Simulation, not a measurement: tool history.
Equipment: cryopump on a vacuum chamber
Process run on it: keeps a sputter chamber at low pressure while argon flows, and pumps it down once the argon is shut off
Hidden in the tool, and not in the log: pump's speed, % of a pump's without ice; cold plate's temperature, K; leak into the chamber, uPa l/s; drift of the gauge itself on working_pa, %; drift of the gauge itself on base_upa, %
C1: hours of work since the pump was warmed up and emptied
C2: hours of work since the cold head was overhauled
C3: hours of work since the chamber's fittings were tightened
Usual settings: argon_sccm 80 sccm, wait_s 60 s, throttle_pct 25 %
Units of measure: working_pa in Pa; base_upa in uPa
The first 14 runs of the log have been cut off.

Run 15, hour 951.7: usual settings but throttle_pct 15 %; C1 154; C2 1748; C3 1810. Result: working_pa 0.7250 Pa, base_upa 2.65 uPa.
Run 16, hour 1034.3: usual settings but throttle_pct 17 %; C1 197; C2 1791; C3 1853. Result: working_pa 0.6406 Pa, base_upa 2.89 uPa.
Run 17, hour 1122.3: usual settings but throttle_pct 17 %; C1 243; C2 1837; C3 1899. Result: working_pa 0.6474 Pa, base_upa 2.86 uPa.
Run 18, hour 1187.2: usual settings but argon_sccm 34 sccm; C1 277; C2 1871; C3 1933. Result: working_pa 0.1877 Pa, base_upa 2.98 uPa.
Run 19, hour 1271.6: usual settings but wait_s 103 s, throttle_pct 42 %; C1 321; C2 1915; C3 1977. Result: working_pa 0.2743 Pa, base_upa 2.58 uPa.
Run 20, hour 1332.0: usual settings but wait_s 67 s, throttle_pct 26 %; C1 352; C2 1947; C3 2008. Result: working_pa 0.4312 Pa, base_upa 2.92 uPa.
Run 21, hour 1389.0: usual settings but argon_sccm 36 sccm, wait_s 66 s; C1 382; C2 1977; C3 2038. Result: working_pa 0.2032 Pa, base_upa 3.04 uPa.
At hour 1416.8: pump warmed up, emptied and cooled again.
Run 22, hour 1458.3: usual settings but argon_sccm 36 sccm, throttle_pct 27 %; C1 22; C2 2010; C3 2072. Result: working_pa 0.1810 Pa, base_upa 2.84 uPa.
Run 23, hour 1530.9: usual settings but argon_sccm 49 sccm, wait_s 31 s, throttle_pct 19 %; C1 60; C2 2048; C3 2110. Result: working_pa 0.3482 Pa, base_upa 3.97 uPa.
Run 24, hour 1610.4: usual settings but argon_sccm 49 sccm, wait_s 31 s, throttle_pct 19 %; C1 101; C2 2089; C3 2151. Result: working_pa 0.3515 Pa, base_upa 3.94 uPa.
Run 25, hour 1695.6: usual settings but argon_sccm 49 sccm, wait_s 66 s, throttle_pct 58 %; C1 145; C2 2134; C3 2195. Result: working_pa 0.1193 Pa, base_upa 2.91 uPa.
Run 26, hour 1774.0: usual settings but argon_sccm 49 sccm, wait_s 35 s, throttle_pct 41 %; C1 186; C2 2175; C3 2236. Result: working_pa 0.1673 Pa, base_upa 3.90 uPa.
Run 27, hour 1822.4: usual settings but argon_sccm 101 sccm, wait_s 49 s, throttle_pct 32 %; C1 212; C2 2200; C3 2262. Result: working_pa 0.4396 Pa, base_upa 3.40 uPa.
Run 28, hour 1865.0: usual settings but argon_sccm 60 sccm, wait_s 22 s, throttle_pct 19 %; C1 234; C2 2222; C3 2284. Result: working_pa 0.4353 Pa, base_upa 4.97 uPa.
Run 29, hour 1938.4: usual settings but argon_sccm 64 sccm, throttle_pct 30 %; C1 272; C2 2260; C3 2322. Result: working_pa 0.2991 Pa, base_upa 3.28 uPa.
Run 30, hour 1993.1: usual settings but argon_sccm 139 sccm, wait_s 209 s, throttle_pct 16 %; C1 301; C2 2289; C3 2351. Result: working_pa 1.1969 Pa, base_upa 2.50 uPa.
Run 31, hour 2047.6: usual settings but wait_s 85 s, throttle_pct 17 %; C1 329; C2 2317; C3 2379. Result: working_pa 0.6496 Pa, base_upa 3.07 uPa.
Run 32, hour 2089.2: usual settings but wait_s 103 s, throttle_pct 56 %; C1 351; C2 2339; C3 2401. Result: working_pa 0.2112 Pa, base_upa 3.05 uPa.
Run 33, hour 2141.7: usual settings but argon_sccm 34 sccm, wait_s 120 s, throttle_pct 19 %; C1 378; C2 2367; C3 2428. Result: working_pa 0.2490 Pa, base_upa 2.89 uPa.
At hour 2177.6: pump warmed up, emptied and cooled again.
Run 34, hour 2195.9: usual settings but argon_sccm 75 sccm, wait_s 120 s, throttle_pct 18 %; C1 10; C2 2392; C3 2454. Result: working_pa 0.5631 Pa, base_upa 2.66 uPa.
Run 35, hour 2270.6: usual settings but argon_sccm 75 sccm, wait_s 120 s, throttle_pct 18 %; C1 49; C2 2431; C3 2493. Result: working_pa 0.5635 Pa, base_upa 2.79 uPa.

3 ways to go on from here, each from the tool as it stands after run 35. What would each give?
Run A, hour 2324.1: usual settings but wait_s 89 s, throttle_pct 19 %; C1 76; C2 2459; C3 2521. Result: working_pa ?, base_upa ?.
Run B, hour 2324.1: usual settings but wait_s 195 s, throttle_pct 49 %; C1 76; C2 2459; C3 2521. Result: working_pa ?, base_upa ?.
Run C, hour 2324.1: usual settings but argon_sccm 148 sccm, wait_s 120 s, throttle_pct 59 %; C1 76; C2 2459; C3 2521. Result: working_pa ?, base_upa ?.

run  working_pa  base_upa
  A      0.5722      2.93
  B      0.2253      2.48
  C      0.3493      2.74
With no hidden state in the tool, these same runs would have given:
run  working_pa  base_upa
  A      0.5658      0.94
  B      0.2189      0.55
  C      0.3374      0.76
